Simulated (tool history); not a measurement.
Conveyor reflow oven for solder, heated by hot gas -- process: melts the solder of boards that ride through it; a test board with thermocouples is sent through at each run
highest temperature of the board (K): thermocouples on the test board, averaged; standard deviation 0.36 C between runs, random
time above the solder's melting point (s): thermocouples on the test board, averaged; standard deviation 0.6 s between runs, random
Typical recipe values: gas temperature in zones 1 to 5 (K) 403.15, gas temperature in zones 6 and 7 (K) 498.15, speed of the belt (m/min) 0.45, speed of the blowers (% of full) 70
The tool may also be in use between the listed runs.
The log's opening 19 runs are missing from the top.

run,hour,gas temperature in zones 1 to 5 (K),gas temperature in zones 6 and 7 (K),speed of the belt (m/min),speed of the blowers (% of full),highest temperature of the board (K),time above the solder's melting point (s)
20,150.8,403.15,498.15,0.45,69,479.65,55
21,161.8,416.15,488.15,0.45,69,474.15,52.5
22,172.3,407.15,498.15,0.45,70,481.35,58.2
23,177.9,407.15,492.15,0.45,52,471.25,41.6
24,184.7,412.15,512.15,0.502,79,492.75,64.8
25,195.6,412.15,512.15,0.502,79,491.85,64.6
26,202.3,403.15,498.15,0.45,63,478.45,52.3
27,213.4,403.15,498.15,0.45,63,479.25,51.9
28,223.9,403.15,498.15,0.45,63,478.35,53
29,230.6,403.15,490.15,0.45,70,473.85,45.9
30,237.6,403.15,500.15,0.45,70,481.95,58

Below are 3 alternative next runs, each starting from the tool's condition after run 30. Predict each:
A,243.9,403.15,495.15,0.45,83,?,?
B,243.9,403.15,500.15,0.508,70,?,?
C,243.9,403.15,501.15,0.51,60,?,?

run,highest temperature of the board (K),time above the solder's melting point (s)
A,481.15,57.4
B,478.35,44.7
C,475.45,41.2
The same runs, with their run-to-run variation unchanged, on a tool lacking any hidden condition would have given:
run,highest temperature of the board (K),time above the solder's melting point (s)
A,480.45,56.4
B,477.75,43.8
C,474.85,40.3
